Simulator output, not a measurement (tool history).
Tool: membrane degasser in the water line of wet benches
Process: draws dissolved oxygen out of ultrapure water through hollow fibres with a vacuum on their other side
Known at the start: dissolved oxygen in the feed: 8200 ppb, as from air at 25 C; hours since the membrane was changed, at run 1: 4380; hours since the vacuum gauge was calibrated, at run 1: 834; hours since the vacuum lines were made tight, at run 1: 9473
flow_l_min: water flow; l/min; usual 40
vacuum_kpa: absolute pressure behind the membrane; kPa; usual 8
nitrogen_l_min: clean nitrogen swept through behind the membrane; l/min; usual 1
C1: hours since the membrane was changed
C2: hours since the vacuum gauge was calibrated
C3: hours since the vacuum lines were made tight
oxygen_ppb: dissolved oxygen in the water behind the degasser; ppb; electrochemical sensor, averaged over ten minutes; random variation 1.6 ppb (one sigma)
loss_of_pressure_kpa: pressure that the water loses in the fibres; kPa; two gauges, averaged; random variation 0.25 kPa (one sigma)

{"run": 1, "day": 0.0, "flow_l_min": 40, "vacuum_kpa": 8, "nitrogen_l_min": 1, "C1": 4380, "C2": 834, "C3": 9473, "oxygen_ppb": 397.5, "loss_of_pressure_kpa": 66.16}
{"day": 6.592, "done": "seals of the vacuum lines changed"}
{"run": 2, "day": 7.767, "flow_l_min": 40, "vacuum_kpa": 10.1, "nitrogen_l_min": 1, "C1": 4565, "C2": 1019, "C3": 28, "oxygen_ppb": 552.6, "loss_of_pressure_kpa": 66.57}
{"run": 3, "day": 12.312, "flow_l_min": 40, "vacuum_kpa": 8, "nitrogen_l_min": 1, "C1": 4674, "C2": 1128, "C3": 137, "oxygen_ppb": 398.7, "loss_of_pressure_kpa": 66.35}
{"run": 4, "day": 18.404, "flow_l_min": 40, "vacuum_kpa": 8, "nitrogen_l_min": 1, "C1": 4820, "C2": 1274, "C3": 284, "oxygen_ppb": 400.2, "loss_of_pressure_kpa": 66.05}
{"run": 5, "day": 25.662, "flow_l_min": 40, "vacuum_kpa": 8, "nitrogen_l_min": 0.53, "C1": 4994, "C2": 1448, "C3": 458, "oxygen_ppb": 612.7, "loss_of_pressure_kpa": 66.17}
{"run": 6, "day": 33.138, "flow_l_min": 40, "vacuum_kpa": 8, "nitrogen_l_min": 0.53, "C1": 5173, "C2": 1627, "C3": 637, "oxygen_ppb": 614.5, "loss_of_pressure_kpa": 66.67}
{"run": 7, "day": 42.425, "flow_l_min": 40, "vacuum_kpa": 8, "nitrogen_l_min": 1, "C1": 5396, "C2": 1850, "C3": 860, "oxygen_ppb": 397.4, "loss_of_pressure_kpa": 66.75}
{"run": 8, "day": 46.621, "flow_l_min": 40, "vacuum_kpa": 8, "nitrogen_l_min": 1, "C1": 5497, "C2": 1951, "C3": 961, "oxygen_ppb": 398.5, "loss_of_pressure_kpa": 66.54}
{"run": 9, "day": 52.471, "flow_l_min": 40, "vacuum_kpa": 8, "nitrogen_l_min": 1.95, "C1": 5637, "C2": 2091, "C3": 1101, "oxygen_ppb": 241.6, "loss_of_pressure_kpa": 66.76}
{"run": 10, "day": 58.438, "flow_l_min": 40, "vacuum_kpa": 12.92, "nitrogen_l_min": 1.95, "C1": 5781, "C2": 2235, "C3": 1244, "oxygen_ppb": 453.2, "loss_of_pressure_kpa": 66.87}
{"run": 11, "day": 66.975, "flow_l_min": 40, "vacuum_kpa": 12.92, "nitrogen_l_min": 1.95, "C1": 5985, "C2": 2440, "C3": 1449, "oxygen_ppb": 452.2, "loss_of_pressure_kpa": 66.62}
{"run": 12, "day": 71.496, "flow_l_min": 40, "vacuum_kpa": 12.92, "nitrogen_l_min": 1.95, "C1": 6094, "C2": 2548, "C3": 1558, "oxygen_ppb": 453.5, "loss_of_pressure_kpa": 67.19}
{"day": 72.275, "done": "vacuum gauge calibrated"}
{"run": 13, "day": 75.921, "flow_l_min": 40, "vacuum_kpa": 12.92, "nitrogen_l_min": 1.95, "C1": 6200, "C2": 88, "C3": 1663, "oxygen_ppb": 454.7, "loss_of_pressure_kpa": 66.5}
{"run": 14, "day": 85.317, "flow_l_min": 40, "vacuum_kpa": 12.92, "nitrogen_l_min": 1.95, "C1": 6425, "C2": 313, "C3": 1889, "oxygen_ppb": 457.7, "loss_of_pressure_kpa": 66.77}
{"run": 15, "day": 95.067, "flow_l_min": 40, "vacuum_kpa": 12.92, "nitrogen_l_min": 1.95, "C1": 6659, "C2": 547, "C3": 2123, "oxygen_ppb": 456.6, "loss_of_pressure_kpa": 67.57}
{"run": 16, "day": 104.796, "flow_l_min": 40, "vacuum_kpa": 12.92, "nitrogen_l_min": 1.95, "C1": 6893, "C2": 781, "C3": 2356, "oxygen_ppb": 451.8, "loss_of_pressure_kpa": 67.05}
{"run": 17, "day": 113.058, "flow_l_min": 40, "vacuum_kpa": 12.92, "nitrogen_l_min": 1.95, "C1": 7091, "C2": 979, "C3": 2555, "oxygen_ppb": 459.9, "loss_of_pressure_kpa": 67.22}
{"day": 114.867, "done": "vacuum gauge calibrated, once more"}
{"run": 18, "day": 117.746, "flow_l_min": 60, "vacuum_kpa": 12.92, "nitrogen_l_min": 1.95, "C1": 7203, "C2": 69, "C3": 2667, "oxygen_ppb": 666.1, "loss_of_pressure_kpa": 101.11}
{"run": 19, "day": 126.438, "flow_l_min": 51, "vacuum_kpa": 12.92, "nitrogen_l_min": 0.91, "C1": 7412, "C2": 278, "C3": 2875, "oxygen_ppb": 976.8, "loss_of_pressure_kpa": 85.68}
{"run": 20, "day": 133.208, "flow_l_min": 34, "vacuum_kpa": 7.53, "nitrogen_l_min": 0.6, "C1": 7574, "C2": 440, "C3": 3038, "oxygen_ppb": 454, "loss_of_pressure_kpa": 56.97}
{"run": 21, "day": 142.308, "flow_l_min": 40, "vacuum_kpa": 10.39, "nitrogen_l_min": 0.75, "C1": 7793, "C2": 659, "C3": 3256, "oxygen_ppb": 705.5, "loss_of_pressure_kpa": 66.95}
{"run": 22, "day": 148.929, "flow_l_min": 40, "vacuum_kpa": 10.39, "nitrogen_l_min": 0.75, "C1": 7951, "C2": 818, "C3": 3415, "oxygen_ppb": 700.8, "loss_of_pressure_kpa": 67.13}
{"run": 23, "day": 157.833, "flow_l_min": 39, "vacuum_kpa": 12.44, "nitrogen_l_min": 2.58, "C1": 8165, "C2": 1031, "C3": 3629, "oxygen_ppb": 340, "loss_of_pressure_kpa": 65.55}
{"run": 24, "day": 165.654, "flow_l_min": 27, "vacuum_kpa": 9.38, "nitrogen_l_min": 2.58, "C1": 8353, "C2": 1219, "C3": 3817, "oxygen_ppb": 161.7, "loss_of_pressure_kpa": 45.72}
{"run": 25, "day": 170.612, "flow_l_min": 32, "vacuum_kpa": 8, "nitrogen_l_min": 1, "C1": 8472, "C2": 1338, "C3": 3936, "oxygen_ppb": 331, "loss_of_pressure_kpa": 54.28}
{"run": 26, "day": 178.992, "flow_l_min": 32, "vacuum_kpa": 8, "nitrogen_l_min": 1, "C1": 8673, "C2": 1539, "C3": 4137, "oxygen_ppb": 329.5, "loss_of_pressure_kpa": 54.36}
{"run": 27, "day": 183.6, "flow_l_min": 36, "vacuum_kpa": 8, "nitrogen_l_min": 1, "C1": 8784, "C2": 1650, "C3": 4247, "oxygen_ppb": 368.9, "loss_of_pressure_kpa": 61.16}
{"run": 28, "day": 188.671, "flow_l_min": 40, "vacuum_kpa": 8, "nitrogen_l_min": 0.97, "C1": 8905, "C2": 1771, "C3": 4369, "oxygen_ppb": 412.2, "loss_of_pressure_kpa": 67.07}
{"run": 29, "day": 193.896, "flow_l_min": 28, "vacuum_kpa": 7.03, "nitrogen_l_min": 0.42, "C1": 9031, "C2": 1897, "C3": 4494, "oxygen_ppb": 450.7, "loss_of_pressure_kpa": 47.47}
{"run": 30, "day": 198.571, "flow_l_min": 42, "vacuum_kpa": 5.84, "nitrogen_l_min": 0.42, "C1": 9143, "C2": 2009, "C3": 4607, "oxygen_ppb": 435.1, "loss_of_pressure_kpa": 71}
{"run": 31, "day": 207.883, "flow_l_min": 42, "vacuum_kpa": 15.72, "nitrogen_l_min": 1.36, "C1": 9366, "C2": 2232, "C3": 4830, "oxygen_ppb": 786.8, "loss_of_pressure_kpa": 71.11}
{"run": 32, "day": 215.042, "flow_l_min": 42, "vacuum_kpa": 6.81, "nitrogen_l_min": 2.68, "C1": 9538, "C2": 2404, "C3": 5002, "oxygen_ppb": 166.7, "loss_of_pressure_kpa": 71.23}
{"run": 33, "day": 224.646, "flow_l_min": 25, "vacuum_kpa": 12.35, "nitrogen_l_min": 0.84, "C1": 9769, "C2": 2635, "C3": 5232, "oxygen_ppb": 558.7, "loss_of_pressure_kpa": 42.3}

3 ways to go on from here, each from the tool as it stands after run 33. What would each give?
{"run": "A", "day": 230.188, "flow_l_min": 40, "vacuum_kpa": 9.58, "nitrogen_l_min": 1, "C1": 9902, "C2": 2768, "C3": 5365, "oxygen_ppb": "?", "loss_of_pressure_kpa": "?"}
{"run": "B", "day": 230.188, "flow_l_min": 40, "vacuum_kpa": 8, "nitrogen_l_min": 0.69, "C1": 9902, "C2": 2768, "C3": 5365, "oxygen_ppb": "?", "loss_of_pressure_kpa": "?"}
{"run": "C", "day": 230.188, "flow_l_min": 43, "vacuum_kpa": 14.85, "nitrogen_l_min": 1, "C1": 9902, "C2": 2768, "C3": 5365, "oxygen_ppb": "?", "loss_of_pressure_kpa": "?"}

run=A oxygen_ppb=522.6 loss_of_pressure_kpa=67.6
run=B oxygen_ppb=520.9 loss_of_pressure_kpa=67.84
run=C oxygen_ppb=938.8 loss_of_pressure_kpa=73.34
Without the tool's hidden state the same runs would have given:
run=A oxygen_ppb=507.8 loss_of_pressure_kpa=64.51
run=B oxygen_ppb=505.3 loss_of_pressure_kpa=64.75
run=C oxygen_ppb=923.6 loss_of_pressure_kpa=70.02
